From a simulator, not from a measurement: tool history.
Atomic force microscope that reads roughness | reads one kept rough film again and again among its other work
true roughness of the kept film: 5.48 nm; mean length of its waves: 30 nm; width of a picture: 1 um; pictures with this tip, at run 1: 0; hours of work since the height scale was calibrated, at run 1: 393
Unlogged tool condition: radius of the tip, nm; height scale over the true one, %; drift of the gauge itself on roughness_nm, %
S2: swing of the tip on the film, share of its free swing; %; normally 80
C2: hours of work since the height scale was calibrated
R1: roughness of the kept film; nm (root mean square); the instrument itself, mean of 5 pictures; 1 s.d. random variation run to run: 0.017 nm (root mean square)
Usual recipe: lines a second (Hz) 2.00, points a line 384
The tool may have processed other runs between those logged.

{"run": 1, "hour": 0.0, "lines a second (Hz)": 2.0, "S2": 80, "points a line": 384, "pictures with this tip": 0, "C2": 393, "R1": 4.233}
{"run": 2, "hour": 18.2, "lines a second (Hz)": 2.0, "S2": 80, "points a line": 384, "pictures with this tip": 32, "C2": 406, "R1": 3.497}
{"run": 3, "hour": 28.9, "lines a second (Hz)": 2.0, "S2": 80, "points a line": 384, "pictures with this tip": 50, "C2": 414, "R1": 3.174}
{"hour": 36.2, "done": "new tip fitted"}
{"run": 4, "hour": 37.9, "lines a second (Hz)": 2.0, "S2": 80, "points a line": 384, "pictures with this tip": 3, "C2": 420, "R1": 4.034}
{"run": 5, "hour": 55.8, "lines a second (Hz)": 2.0, "S2": 80, "points a line": 384, "pictures with this tip": 33, "C2": 433, "R1": 3.378}
{"run": 6, "hour": 69.7, "lines a second (Hz)": 2.0, "S2": 80, "points a line": 384, "pictures with this tip": 57, "C2": 443, "R1": 2.946}
{"hour": 72.4, "done": "new tip fitted"}
{"run": 7, "hour": 87.3, "lines a second (Hz)": 2.0, "S2": 80, "points a line": 384, "pictures with this tip": 26, "C2": 455, "R1": 3.535}
{"run": 8, "hour": 98.2, "lines a second (Hz)": 2.0, "S2": 80, "points a line": 384, "pictures with this tip": 44, "C2": 463, "R1": 3.241}
{"hour": 109.2, "done": "new tip fitted"}
{"run": 9, "hour": 117.3, "lines a second (Hz)": 2.0, "S2": 80, "points a line": 831, "pictures with this tip": 14, "C2": 476, "R1": 3.834}
{"run": 10, "hour": 135.5, "lines a second (Hz)": 1.0, "S2": 80, "points a line": 688, "pictures with this tip": 46, "C2": 489, "R1": 3.318}
{"hour": 145.3, "done": "new tip fitted"}
{"run": 11, "hour": 152.5, "lines a second (Hz)": 1.64, "S2": 80, "points a line": 1006, "pictures with this tip": 13, "C2": 501, "R1": 3.931}
{"run": 12, "hour": 167.2, "lines a second (Hz)": 2.0, "S2": 59, "points a line": 912, "pictures with this tip": 38, "C2": 511, "R1": 3.603}
{"hour": 169.6, "done": "height scale calibrated on a step standard"}
{"run": 13, "hour": 178.4, "lines a second (Hz)": 2.0, "S2": 59, "points a line": 912, "pictures with this tip": 56, "C2": 6, "R1": 3.279}
{"hour": 182.6, "done": "new tip fitted"}
{"run": 14, "hour": 196.2, "lines a second (Hz)": 2.0, "S2": 59, "points a line": 912, "pictures with this tip": 23, "C2": 19, "R1": 3.91}
{"hour": 213.7, "done": "height scale calibrated on a step standard, once more"}
{"run": 15, "hour": 215.9, "lines a second (Hz)": 2.0, "S2": 58, "points a line": 384, "pictures with this tip": 55, "C2": 2, "R1": 3.264}
{"hour": 219.7, "done": "new tip fitted"}
{"run": 16, "hour": 232.8, "lines a second (Hz)": 2.0, "S2": 58, "points a line": 384, "pictures with this tip": 23, "C2": 13, "R1": 3.954}
{"run": 17, "hour": 244.1, "lines a second (Hz)": 2.0, "S2": 58, "points a line": 384, "pictures with this tip": 42, "C2": 21, "R1": 3.549}

4 ways to go on from here, each from the tool as it stands after run 17. What would each give?
{"hour": 256.4, "done": "new tip fitted"}
{"run": "A", "hour": 262.0, "lines a second (Hz)": 3.49, "S2": 58, "points a line": 350, "pictures with this tip": 10, "C2": 34, "R1": "?"}
{"hour": 256.4, "done": "new tip fitted"}
{"run": "B", "hour": 262.0, "lines a second (Hz)": 2.0, "S2": 77, "points a line": 413, "pictures with this tip": 10, "C2": 34, "R1": "?"}
{"hour": 256.4, "done": "new tip fitted"}
{"run": "C", "hour": 262.0, "lines a second (Hz)": 2.58, "S2": 58, "points a line": 384, "pictures with this tip": 10, "C2": 34, "R1": "?"}
{"hour": 256.4, "done": "new tip fitted"}
{"run": "D", "hour": 262.0, "lines a second (Hz)": 0.87, "S2": 58, "points a line": 384, "pictures with this tip": 10, "C2": 34, "R1": "?"}

run=A R1=4.131
run=B R1=3.994
run=C R1=4.197
run=D R1=4.233
Without the tool's unlogged condition, the same runs would have read:
run=A R1=4.455
run=B R1=4.308
run=C R1=4.526
run=D R1=4.565
